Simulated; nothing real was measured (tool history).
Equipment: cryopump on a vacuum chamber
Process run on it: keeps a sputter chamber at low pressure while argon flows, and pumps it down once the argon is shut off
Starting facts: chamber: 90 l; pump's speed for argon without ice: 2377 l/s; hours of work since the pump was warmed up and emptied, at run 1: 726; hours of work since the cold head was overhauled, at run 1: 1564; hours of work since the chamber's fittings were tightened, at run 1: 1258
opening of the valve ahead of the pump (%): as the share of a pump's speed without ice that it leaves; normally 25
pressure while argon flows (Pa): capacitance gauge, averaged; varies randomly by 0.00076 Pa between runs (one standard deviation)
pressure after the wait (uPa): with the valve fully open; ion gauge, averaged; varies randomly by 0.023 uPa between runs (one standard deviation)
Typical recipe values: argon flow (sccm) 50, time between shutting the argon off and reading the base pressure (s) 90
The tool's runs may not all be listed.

| run | hour | argon flow (sccm) | time between shutting the argon off and reading the base pressure (s) | opening of the valve ahead of the pump (%) | hours of work since the pump was warmed up and emptied | hours of work since the cold head was overhauled | hours of work since the chamber's fittings were tightened | pressure while argon flows (Pa) | pressure after the wait (uPa) |
|---|---|---|---|---|---|---|---|---|---|
| 1 | 0 | 50 | 90 | 25 | 726 | 1564 | 1258 | 0.1526 | 1.47 |
|  | 29.2 | pump warmed up, emptied and cooled again |
| 2 | 38.3 | 50 | 90 | 25 | 8 | 1593 | 1286 | 0.1433 | 1.34 |
| 3 | 76.5 | 50 | 90 | 25 | 41 | 1625 | 1319 | 0.144 | 1.33 |
| 4 | 135.8 | 50 | 90 | 25 | 92 | 1676 | 1370 | 0.1439 | 1.32 |
| 5 | 175.6 | 50 | 90 | 25 | 126 | 1711 | 1404 | 0.1461 | 1.36 |
| 6 | 206.5 | 50 | 90 | 23 | 153 | 1737 | 1431 | 0.1572 | 1.39 |
| 7 | 249.6 | 50 | 90 | 25 | 190 | 1774 | 1468 | 0.1456 | 1.44 |
| 8 | 316.7 | 50 | 90 | 55 | 247 | 1832 | 1526 | 0.0692 | 1.42 |
| 9 | 371.2 | 50 | 90 | 25 | 294 | 1879 | 1573 | 0.1471 | 1.48 |
| 10 | 417.9 | 50 | 90 | 25 | 335 | 1919 | 1613 | 0.147 | 1.53 |
| 11 | 483.1 | 88 | 127 | 22 | 391 | 1975 | 1669 | 0.2972 | 1.37 |
| 12 | 538.2 | 50 | 40 | 33 | 438 | 2023 | 1716 | 0.1152 | 2.37 |
| 13 | 596.4 | 50 | 188 | 24 | 488 | 2073 | 1767 | 0.1566 | 1.29 |
| 14 | 651 | 50 | 188 | 24 | 535 | 2120 | 1813 | 0.1557 | 1.34 |
| 15 | 717.2 | 50 | 188 | 24 | 592 | 2177 | 1871 | 0.1585 | 1.37 |
| 16 | 748.3 | 50 | 79 | 29 | 619 | 2204 | 1897 | 0.1334 | 1.8 |

Run 17 is up next; what results do you expect?
| 17 | 806.5 | 22 | 97 | 25 | 669 | 2254 | 1947 | ? | ? |

{"run 17": {"pressure while argon flows (Pa)": 0.0665, "pressure after the wait (uPa)": 1.73}}
Without the tool's hidden state the same run would have given pressure while argon flows (Pa) 0.0619, pressure after the wait (uPa) 0.71.
